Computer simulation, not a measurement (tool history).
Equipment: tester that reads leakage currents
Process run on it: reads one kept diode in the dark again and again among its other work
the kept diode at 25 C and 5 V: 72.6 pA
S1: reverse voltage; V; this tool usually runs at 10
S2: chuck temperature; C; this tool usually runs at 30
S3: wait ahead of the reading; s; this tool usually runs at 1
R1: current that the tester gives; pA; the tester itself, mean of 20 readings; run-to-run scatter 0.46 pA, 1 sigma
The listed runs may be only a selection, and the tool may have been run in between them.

run,day,S1,S2,S3,R1
1,0,10,30,1,178.58
2,1.204,10,30,1,178.41
3,2.846,6.2,30,1,139.73
4,4.533,6.6,30,1,144.82
5,5.662,10,30,6.14,178.08
6,6.833,10,30,6.14,178.52
7,9.075,2.2,30,6.14,82.4
8,10.304,6.9,30,1,149.21
9,11.946,6.9,30,1,149.38
10,14.133,10,30,1,182.15
11,15.288,10,30,1,182.24
12,17.075,10,30,0.63,184.36
13,19.471,10,30,0.63,185.68
14,20.85,10,30,0.33,190.12
15,22.521,10,30,0.33,190.64
16,23.633,13.9,54,3.27,1104.32
17,25.95,8,30,0.61,165.79
18,27.533,8,46,0.61,499.47
19,29.046,2.9,60,4.39,754.47
20,30.988,3.5,32,2.39,123.71
21,32.225,3.6,30,1,109.34
22,34.621,3.9,59,1,822.43
23,36.662,3.6,59,4.48,788.2
24,39.1,3.6,59,4.48,792.06
25,40.275,3.6,59,4.48,792.36
# day 40.888: probe card cleaned and baked
26,41.725,3.6,59,4.48,789.56
27,43.679,3.6,59,4.48,793.61
28,45.558,1.3,30,2.69,63.98

Here are 5 independent what-if runs from the current tool condition. What would each one return?
A,48.162,7.6,30,1.75,?
B,48.162,10,31,2.95,?
C,48.162,1.3,30,3.23,?
D,48.162,5.3,31,0.82,?
E,48.162,4.7,51,1,?

run,R1
A,152.87
B,188.45
C,64.27
D,138.64
E,535.26
With the hidden condition removed and each run's random variation left untouched, the same runs would have given:
run,R1
A,133.31
B,164.39
C,56.14
D,121.21
E,476.53
